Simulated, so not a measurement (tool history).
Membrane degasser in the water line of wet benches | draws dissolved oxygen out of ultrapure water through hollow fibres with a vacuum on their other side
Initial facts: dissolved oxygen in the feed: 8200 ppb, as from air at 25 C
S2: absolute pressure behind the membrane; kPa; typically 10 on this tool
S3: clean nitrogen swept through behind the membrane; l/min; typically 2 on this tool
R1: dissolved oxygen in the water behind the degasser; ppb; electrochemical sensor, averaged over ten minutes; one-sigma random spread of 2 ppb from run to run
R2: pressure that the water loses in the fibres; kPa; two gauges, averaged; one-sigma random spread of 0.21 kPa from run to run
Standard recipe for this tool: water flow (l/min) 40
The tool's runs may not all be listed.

{"run": 1, "hour": 0.0, "water flow (l/min)": 40, "S2": 10, "S3": 2, "R1": 304.1, "R2": 48.78}
{"run": 2, "hour": 30.4, "water flow (l/min)": 40, "S2": 10, "S3": 2, "R1": 300.8, "R2": 48.26}
{"run": 3, "hour": 70.2, "water flow (l/min)": 40, "S2": 10, "S3": 2, "R1": 305.3, "R2": 47.98}
{"run": 4, "hour": 129.1, "water flow (l/min)": 40, "S2": 10, "S3": 2, "R1": 302, "R2": 48.54}
{"hour": 132.2, "done": "vacuum gauge calibrated"}
{"run": 5, "hour": 163.6, "water flow (l/min)": 40, "S2": 15.8, "S3": 2, "R1": 540.2, "R2": 48.65}
{"run": 6, "hour": 196.9, "water flow (l/min)": 40, "S2": 10, "S3": 2, "R1": 303.6, "R2": 47.99}
{"run": 7, "hour": 221.7, "water flow (l/min)": 40, "S2": 10, "S3": 2, "R1": 306.8, "R2": 48.24}
{"hour": 248.8, "done": "vacuum gauge calibrated, once more"}
{"run": 8, "hour": 270.1, "water flow (l/min)": 40, "S2": 10, "S3": 2, "R1": 297.3, "R2": 47.91}
{"run": 9, "hour": 303.6, "water flow (l/min)": 29, "S2": 10, "S3": 5.47, "R1": 87.2, "R2": 34.98}
{"run": 10, "hour": 343.7, "water flow (l/min)": 41, "S2": 10, "S3": 2.87, "R1": 219.7, "R2": 49.25}
{"run": 11, "hour": 400.1, "water flow (l/min)": 56, "S2": 8.3, "S3": 4.48, "R1": 160.5, "R2": 67.57}
{"run": 12, "hour": 458.4, "water flow (l/min)": 59, "S2": 24.5, "S3": 0.94, "R1": 1953.9, "R2": 71.36}

Below, each run's measurement less what the same run would have read without the hidden state. Both values contain the same run-to-run variation, but the gauge's scatter may not be the same in both:
Hidden state present: membrane still open, %; true pressure behind the membrane over the reading, kPa; air that leaks in behind the membrane, l/min; drift of the gauge itself on oxygen_ppb, %; drift of the gauge itself on loss_of_pressure_kpa, %.
run=1 R1=+6.5 R2=+0.08
run=2 R1=+6.6 R2=+0.08
run=3 R1=+6.7 R2=+0.09
run=4 R1=+6.8 R2=+0.1
run=5 R1=+10.6 R2=+0.11
run=6 R1=+10.8 R2=+0.12
run=7 R1=+11 R2=+0.13
run=8 R1=-0.1 R2=+0.14
run=9 R1=+0.1 R2=+0.11
run=10 R1=+0.1 R2=+0.17
run=11 R1=+0.4 R2=+0.25
run=12 R1=-0.6 R2=+0.29
